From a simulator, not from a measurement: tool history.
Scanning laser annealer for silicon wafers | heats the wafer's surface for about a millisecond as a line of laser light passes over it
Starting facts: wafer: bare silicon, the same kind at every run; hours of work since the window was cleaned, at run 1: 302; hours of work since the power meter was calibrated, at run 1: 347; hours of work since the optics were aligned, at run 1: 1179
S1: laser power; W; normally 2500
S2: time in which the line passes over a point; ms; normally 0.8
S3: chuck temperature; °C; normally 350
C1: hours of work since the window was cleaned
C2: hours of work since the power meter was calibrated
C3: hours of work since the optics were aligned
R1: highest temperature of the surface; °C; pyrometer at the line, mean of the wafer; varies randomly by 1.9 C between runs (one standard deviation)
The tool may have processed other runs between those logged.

| run | day | S1 | S2 | S3 | C1 | C2 | C3 | R1 |
|---|---|---|---|---|---|---|---|---|
| 1 | 0 | 2500 | 0.8 | 350 | 302 | 347 | 1179 | 1099 |
| 2 | 0.396 | 2500 | 0.8 | 350 | 307 | 353 | 1184 | 1100 |
| 3 | 0.925 | 2500 | 0.8 | 366 | 315 | 360 | 1192 | 1114 |
| 4 | 1.496 | 2500 | 0.8 | 350 | 323 | 368 | 1200 | 1095 |
|  | 1.821 | window over the wafer cleaned |
| 5 | 2.067 | 2572 | 0.8 | 350 | 3 | 375 | 1207 | 1152 |
| 6 | 2.417 | 2572 | 0.8 | 350 | 8 | 380 | 1212 | 1156 |
| 7 | 3.075 | 2572 | 0.8 | 350 | 18 | 389 | 1221 | 1155 |
| 8 | 3.638 | 2572 | 0.8 | 350 | 26 | 397 | 1229 | 1151 |
| 9 | 4.1 | 2572 | 0.8 | 350 | 32 | 404 | 1235 | 1151 |
| 10 | 4.658 | 2500 | 0.8 | 323 | 40 | 412 | 1243 | 1101 |
| 11 | 5.092 | 2216 | 0.8 | 350 | 46 | 418 | 1249 | 1046 |
| 12 | 5.8 | 2228 | 0.8 | 350 | 56 | 428 | 1259 | 1046 |
| 13 | 6.288 | 2300 | 0.8 | 350 | 63 | 435 | 1266 | 1067 |
| 14 | 7.042 | 2300 | 0.8 | 350 | 73 | 445 | 1277 | 1067 |
| 15 | 7.642 | 2300 | 0.8 | 350 | 82 | 454 | 1285 | 1065 |
| 16 | 8.421 | 2684 | 0.914 | 350 | 93 | 465 | 1296 | 1227 |
| 17 | 8.954 | 2684 | 0.914 | 350 | 100 | 472 | 1304 | 1229 |
| 18 | 9.738 | 2500 | 0.946 | 324 | 111 | 483 | 1315 | 1155 |
| 19 | 10.179 | 2500 | 0.946 | 324 | 118 | 489 | 1321 | 1155 |
| 20 | 10.862 | 2478 | 0.946 | 324 | 127 | 499 | 1331 | 1146 |
| 21 | 11.417 | 2500 | 0.8 | 355 | 135 | 507 | 1339 | 1126 |
| 22 | 11.988 | 2500 | 0.8 | 355 | 143 | 515 | 1347 | 1123 |
| 23 | 12.75 | 2500 | 0.8 | 323 | 154 | 525 | 1357 | 1088 |
| 24 | 13.379 | 2500 | 0.8 | 322 | 163 | 534 | 1366 | 1088 |
| 25 | 13.792 | 2436 | 0.679 | 322 | 169 | 540 | 1372 | 1018 |
| 26 | 14.196 | 2436 | 0.679 | 322 | 174 | 546 | 1378 | 1014 |
| 27 | 14.621 | 2436 | 0.804 | 323 | 180 | 552 | 1384 | 1070 |
| 28 | 15.308 | 2678 | 0.8 | 361 | 190 | 562 | 1393 | 1178 |

Results for each run, recomputed without the tool's hidden state and with each run's random variation untouched:
What the log doesn't record here: light that passes the window, % of a clean one's; laser's true power over the reading, %; width of the line over the set one, %; drift of the gauge itself on peak_c, C.
| run | R1 |
|---|---|
| 1 | 1145 |
| 2 | 1147 |
| 3 | 1162 |
| 4 | 1144 |
| 5 | 1165 |
| 6 | 1169 |
| 7 | 1169 |
| 8 | 1166 |
| 9 | 1167 |
| 10 | 1118 |
| 11 | 1062 |
| 12 | 1063 |
| 13 | 1085 |
| 14 | 1087 |
| 15 | 1086 |
| 16 | 1253 |
| 17 | 1256 |
| 18 | 1183 |
| 19 | 1183 |
| 20 | 1176 |
| 21 | 1154 |
| 22 | 1152 |
| 23 | 1118 |
| 24 | 1120 |
| 25 | 1047 |
| 26 | 1043 |
| 27 | 1103 |
| 28 | 1216 |
